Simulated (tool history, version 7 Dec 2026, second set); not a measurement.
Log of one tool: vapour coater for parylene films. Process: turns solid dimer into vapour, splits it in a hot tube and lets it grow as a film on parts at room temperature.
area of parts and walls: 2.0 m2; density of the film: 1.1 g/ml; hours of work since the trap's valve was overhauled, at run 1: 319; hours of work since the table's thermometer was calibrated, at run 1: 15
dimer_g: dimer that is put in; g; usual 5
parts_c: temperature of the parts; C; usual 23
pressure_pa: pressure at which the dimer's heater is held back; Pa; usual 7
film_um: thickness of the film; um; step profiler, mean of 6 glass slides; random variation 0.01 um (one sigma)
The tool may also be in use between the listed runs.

run	hour	dimer_g	parts_c	pressure_pa	hours of work since the trap's valve was overhauled	hours of work since the table's thermometer was calibrated	film_um
1	0	5	23	7	319	15	1.18
# hour 6.6: trap's valve overhauled
2	31.7	5	23	7	14	31	1.33
3	52	5	23	7	25	42	1.33
4	81.6	5	23	7	42	58	1.3
5	102	5	23	7	53	70	1.3
6	119.2	5	23	7	63	79	1.32
7	139	5	33	7	74	90	1.03
8	165.4	5	33	7	88	105	1.03
9	194	5	23	5.51	104	121	1.33
10	214.6	5	23	5.51	116	132	1.32
11	233.1	5	23	4.83	126	143	1.37
12	264.7	5	23	4.83	144	160	1.36
13	281.1	5	27	7	153	169	1.15
14	312.5	5	22	3.5	170	187	1.43
15	328.3	5	22	3.5	179	196	1.43
16	358.8	5	31	7	196	213	1.05
17	374.2	5	18	4.28	205	221	1.49
18	388.5	5	28	7.25	213	229	1.1
19	406.8	2	23	7	223	239	0.49
20	438.8	6	23	7	241	257	1.45
21	465	6	23	7	255	272	1.47
22	494.6	4	29	8.85	272	288	0.82
23	522.1	5	29	6.01	287	303	1.07

Forecast each of these 3 alternatives for the next run:
A	543.8	7	23	7	299	316	?
B	543.8	4	29	10.83	299	316	?
C	543.8	3	30	7.55	299	316	?

run	film_um
A	1.69
B	0.79
C	0.61
Without the tool's hidden state the same runs would have given:
run	film_um
A	1.88
B	0.88
C	0.68
